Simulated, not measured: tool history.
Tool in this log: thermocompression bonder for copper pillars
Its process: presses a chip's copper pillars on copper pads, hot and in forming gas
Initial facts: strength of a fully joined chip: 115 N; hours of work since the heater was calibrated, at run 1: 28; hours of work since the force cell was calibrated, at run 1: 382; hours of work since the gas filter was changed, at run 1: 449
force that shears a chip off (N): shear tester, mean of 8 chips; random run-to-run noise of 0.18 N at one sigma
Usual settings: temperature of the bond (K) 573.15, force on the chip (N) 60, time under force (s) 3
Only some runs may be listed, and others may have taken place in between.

| run | day | temperature of the bond (K) | force on the chip (N) | time under force (s) | hours of work since the heater was calibrated | hours of work since the force cell was calibrated | hours of work since the gas filter was changed | force that shears a chip off (N) |
|---|---|---|---|---|---|---|---|---|
| 1 | 0 | 573.15 | 60 | 3 | 28 | 382 | 449 | 41.4 |
| 2 | 0.729 | 573.15 | 60 | 3 | 36 | 390 | 457 | 41.1 |
| 3 | 1.175 | 573.15 | 60 | 3 | 41 | 395 | 462 | 41.6 |
| 4 | 1.762 | 573.15 | 60 | 5 | 48 | 402 | 469 | 49.8 |
| 5 | 2.471 | 573.15 | 60 | 5 | 56 | 410 | 477 | 49.5 |
|  | 2.992 | forming gas filter changed |
| 6 | 3.225 | 573.15 | 60 | 5 | 64 | 419 | 3 | 55.7 |
| 7 | 3.996 | 572.15 | 60 | 3 | 73 | 427 | 11 | 45.8 |
| 8 | 4.842 | 572.15 | 60 | 3 | 83 | 437 | 21 | 45.6 |
| 9 | 5.462 | 573.15 | 70 | 3 | 90 | 444 | 28 | 51.8 |
| 10 | 6.333 | 573.15 | 60 | 2 | 100 | 454 | 38 | 39.3 |
| 11 | 6.925 | 545.15 | 60 | 3 | 107 | 461 | 45 | 33.3 |
| 12 | 7.825 | 545.15 | 60 | 3 | 117 | 471 | 55 | 33.3 |
| 13 | 8.4 | 545.15 | 60 | 3 | 124 | 478 | 62 | 33.3 |
| 14 | 9.042 | 545.15 | 60 | 3 | 131 | 485 | 69 | 33.2 |
| 15 | 9.712 | 585.15 | 58 | 3 | 139 | 493 | 77 | 50.5 |
| 16 | 10.317 | 585.15 | 58 | 3 | 146 | 500 | 84 | 50.7 |
| 17 | 10.933 | 585.15 | 58 | 3 | 153 | 507 | 91 | 50.3 |
| 18 | 11.575 | 585.15 | 58 | 3 | 160 | 514 | 98 | 50.2 |
| 19 | 12.033 | 589.15 | 72 | 5 | 165 | 519 | 103 | 70.6 |
| 20 | 12.608 | 589.15 | 50 | 3 | 172 | 526 | 110 | 47.3 |
| 21 | 13.417 | 588.15 | 67 | 3 | 181 | 535 | 119 | 57.1 |
| 22 | 14.217 | 594.15 | 67 | 3 | 190 | 544 | 128 | 60.6 |
| 23 | 15.042 | 569.15 | 73 | 3 | 200 | 554 | 138 | 50.3 |

How the hidden state differs across the entries between the runs, from the last listed run before each to the first after it:
Runs 5 to 6: forming gas filter changed (day 2.992)
  true temperature of the bond over the reading, C: 0.5 -> 0.6; force that reaches the chip, % of what is set: 98.7 -> 98.6; oxide that the forming gas leaves, % of the face: 11.51 -> 0.62
  what was measured, less what the result would be without the hidden state, force that shears a chip off (N): -6.5 -> -0.3
